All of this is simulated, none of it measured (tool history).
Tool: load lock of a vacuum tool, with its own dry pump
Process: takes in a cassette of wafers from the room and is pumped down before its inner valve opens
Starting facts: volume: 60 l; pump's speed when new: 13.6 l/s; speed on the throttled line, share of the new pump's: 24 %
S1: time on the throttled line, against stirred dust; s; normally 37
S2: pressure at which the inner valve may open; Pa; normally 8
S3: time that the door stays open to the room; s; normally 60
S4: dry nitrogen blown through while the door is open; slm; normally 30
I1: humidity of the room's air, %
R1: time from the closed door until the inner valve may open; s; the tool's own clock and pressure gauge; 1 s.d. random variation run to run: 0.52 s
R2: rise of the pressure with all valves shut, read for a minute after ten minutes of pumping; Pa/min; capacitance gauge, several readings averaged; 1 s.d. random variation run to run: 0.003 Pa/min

{"run": 1, "hour": 0.0, "S1": 37, "S2": 8, "S3": 60, "S4": 30, "I1": 46.7, "R1": 69.9, "R2": 0.007}
{"run": 2, "hour": 305.5, "S1": 37, "S2": 8, "S3": 60, "S4": 30, "I1": 45.2, "R1": 69.6, "R2": 0.016}
{"run": 3, "hour": 598.3, "S1": 37, "S2": 8, "S3": 125, "S4": 30, "I1": 46.1, "R1": 70.4, "R2": 0.017}
{"run": 4, "hour": 818.2, "S1": 37, "S2": 9, "S3": 60, "S4": 30, "I1": 46.4, "R1": 70.2, "R2": 0.015}
{"run": 5, "hour": 1239.5, "S1": 37, "S2": 9, "S3": 60, "S4": 30, "I1": 50.7, "R1": 69.5, "R2": 0.011}
{"run": 6, "hour": 1555.9, "S1": 37, "S2": 9, "S3": 60, "S4": 30, "I1": 44.7, "R1": 70.5, "R2": 0.016}
{"run": 7, "hour": 1919.3, "S1": 37, "S2": 9, "S3": 60, "S4": 30, "I1": 42, "R1": 68.5, "R2": 0.011}
{"run": 8, "hour": 2377.5, "S1": 51, "S2": 9, "S3": 60, "S4": 30, "I1": 45.6, "R1": 79.3, "R2": 0.011}
{"run": 9, "hour": 2616.5, "S1": 37, "S2": 8, "S3": 60, "S4": 15, "I1": 46.8, "R1": 69.8, "R2": 0.013}
{"run": 10, "hour": 2951.7, "S1": 37, "S2": 8, "S3": 60, "S4": 15, "I1": 45.2, "R1": 71.1, "R2": 0.014}
{"run": 11, "hour": 3198.6, "S1": 37, "S2": 8, "S3": 60, "S4": 15, "I1": 44.9, "R1": 71, "R2": 0.016}
{"run": 12, "hour": 3410.3, "S1": 37, "S2": 8, "S3": 60, "S4": 30, "I1": 46.5, "R1": 70.1, "R2": 0.008}
{"run": 13, "hour": 3776.7, "S1": 31, "S2": 8, "S3": 60, "S4": 42, "I1": 45.1, "R1": 65.7, "R2": 0.012}
{"run": 14, "hour": 4173.4, "S1": 37, "S2": 8, "S3": 113, "S4": 30, "I1": 46.5, "R1": 70.6, "R2": 0.012}
{"run": 15, "hour": 4549.2, "S1": 37, "S2": 8, "S3": 76, "S4": 30, "I1": 51.7, "R1": 70.5, "R2": 0.013}
{"run": 16, "hour": 4764.1, "S1": 30, "S2": 8, "S3": 76, "S4": 11, "I1": 46.5, "R1": 64.9, "R2": 0.03}
{"run": 17, "hour": 5051.9, "S1": 73, "S2": 9, "S3": 89, "S4": 10, "I1": 42.4, "R1": 96, "R2": 0.024}
{"run": 18, "hour": 5400.3, "S1": 37, "S2": 6, "S3": 60, "S4": 5, "I1": 44.2, "R1": 71.1, "R2": 0.027}
{"run": 19, "hour": 5672.8, "S1": 37, "S2": 11, "S3": 60, "S4": 5, "I1": 46.1, "R1": 69.2, "R2": 0.026}
{"run": 20, "hour": 5920.4, "S1": 37, "S2": 10, "S3": 60, "S4": 6, "I1": 42.8, "R1": 69.3, "R2": 0.023}
{"run": 21, "hour": 6249.0, "S1": 37, "S2": 15, "S3": 159, "S4": 8, "I1": 46, "R1": 67.5, "R2": 0.034}
{"run": 22, "hour": 6561.7, "S1": 37, "S2": 8, "S3": 60, "S4": 6, "I1": 43.8, "R1": 69.3, "R2": 0.025}
{"run": 23, "hour": 7012.2, "S1": 24, "S2": 8, "S3": 60, "S4": 8, "I1": 40.7, "R1": 59.9, "R2": 0.018}
{"run": 24, "hour": 7456.8, "S1": 24, "S2": 16, "S3": 46, "S4": 8, "I1": 47.9, "R1": 57.7, "R2": 0.018}

Below are 5 alternative next runs, each starting from the tool's condition after run 24. Predict each:
{"run": "A", "hour": 7667.9, "S1": 37, "S2": 6, "S3": 60, "S4": 30, "I1": 45.3, "R1": "?", "R2": "?"}
{"run": "B", "hour": 7667.9, "S1": 37, "S2": 6, "S3": 60, "S4": 24, "I1": 44.7, "R1": "?", "R2": "?"}
{"run": "C", "hour": 7667.9, "S1": 64, "S2": 8, "S3": 60, "S4": 30, "I1": 44.5, "R1": "?", "R2": "?"}
{"run": "D", "hour": 7667.9, "S1": 37, "S2": 8, "S3": 67, "S4": 30, "I1": 44.2, "R1": "?", "R2": "?"}
{"run": "E", "hour": 7667.9, "S1": 37, "S2": 8, "S3": 60, "S4": 11, "I1": 48.3, "R1": "?", "R2": "?"}

run=A R1=71.5 R2=0.009
run=B R1=71.3 R2=0.011
run=C R1=90.9 R2=0.01
run=D R1=70.6 R2=0.012
run=E R1=70.2 R2=0.02
With no hidden state in the tool, these same runs would have given:
run=A R1=71.5 R2=0.009
run=B R1=71.3 R2=0.01
run=C R1=90.9 R2=0.01
run=D R1=70.6 R2=0.011
run=E R1=70.2 R2=0.019
